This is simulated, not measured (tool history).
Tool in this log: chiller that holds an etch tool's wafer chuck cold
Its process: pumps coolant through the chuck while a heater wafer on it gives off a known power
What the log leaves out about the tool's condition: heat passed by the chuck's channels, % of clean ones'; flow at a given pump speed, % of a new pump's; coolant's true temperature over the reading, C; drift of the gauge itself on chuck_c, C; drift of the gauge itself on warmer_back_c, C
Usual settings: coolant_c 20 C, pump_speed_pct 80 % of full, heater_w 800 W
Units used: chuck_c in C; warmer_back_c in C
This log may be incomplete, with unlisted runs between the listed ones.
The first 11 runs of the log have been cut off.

run,hour,coolant_c,pump_speed_pct,heater_w,hours since the coolant was changed and the channels were flushed,hours since the pump was overhauled,hours since the chiller's thermometer was calibrated,chuck_c,warmer_back_c
12,1668.0,20,80,800,852,356,4112,25.79,3.11
13,1773.8,20,80,800,957,462,4218,25.89,3.14
14,1854.6,23,80,800,1038,543,4299,28.90,3.10
# hour 1906.6: chiller's thermometer calibrated
15,2051.0,20,80,800,1234,738,144,25.88,3.15
16,2167.9,20,80,800,1350,855,261,25.87,3.20
17,2301.4,12,80,754,1484,989,395,17.49,3.04
18,2496.8,12,80,754,1679,1184,590,17.43,3.05
19,2604.9,12,80,754,1787,1292,698,17.36,3.07
20,2760.1,24,73,622,1943,1447,854,28.91,2.85
21,2856.0,20,98,800,2039,1543,949,24.89,2.68
22,3017.3,15,70,421,2200,1705,1111,18.46,2.15
23,3175.3,25,66,501,2358,1863,1269,29.26,2.61
24,3256.3,25,66,501,2439,1944,1350,29.26,2.61
25,3396.8,25,66,501,2579,2084,1490,29.36,2.67
26,3485.6,25,66,501,2668,2173,1579,29.24,2.67
27,3573.5,17,79,591,2756,2261,1667,21.28,2.60
28,3762.7,22,61,724,2945,2450,1856,28.68,4.01
29,3891.7,15,70,721,3074,2579,1985,20.77,3.50
# hour 3952.4: gauge calibrated
30,4053.5,15,70,721,3236,2741,2147,20.91,3.06
31,4169.4,15,68,655,3352,2857,2263,20.41,2.88

Consider 5 possible next runs. They are alternatives, not a sequence: every one starts from the tool as it was left by run 31. What does each give?
A,4337.3,18,100,1110,3520,3025,2431,?,?
B,4337.3,13,80,800,3520,3025,2431,?,?
C,4337.3,15,70,615,3520,3025,2431,?,?
D,4337.3,10,68,655,3520,3025,2431,?,?
E,4337.3,14,91,651,3520,3025,2431,?,?

run,chuck_c,warmer_back_c
A,24.82,3.26
B,18.99,2.99
C,20.06,2.66
D,15.42,2.92
E,18.31,2.11
Had the tool no hidden state, the same runs would have come out as:
run,chuck_c,warmer_back_c
A,24.81,3.21
B,18.99,2.94
C,20.06,2.61
D,15.42,2.87
E,18.31,2.06
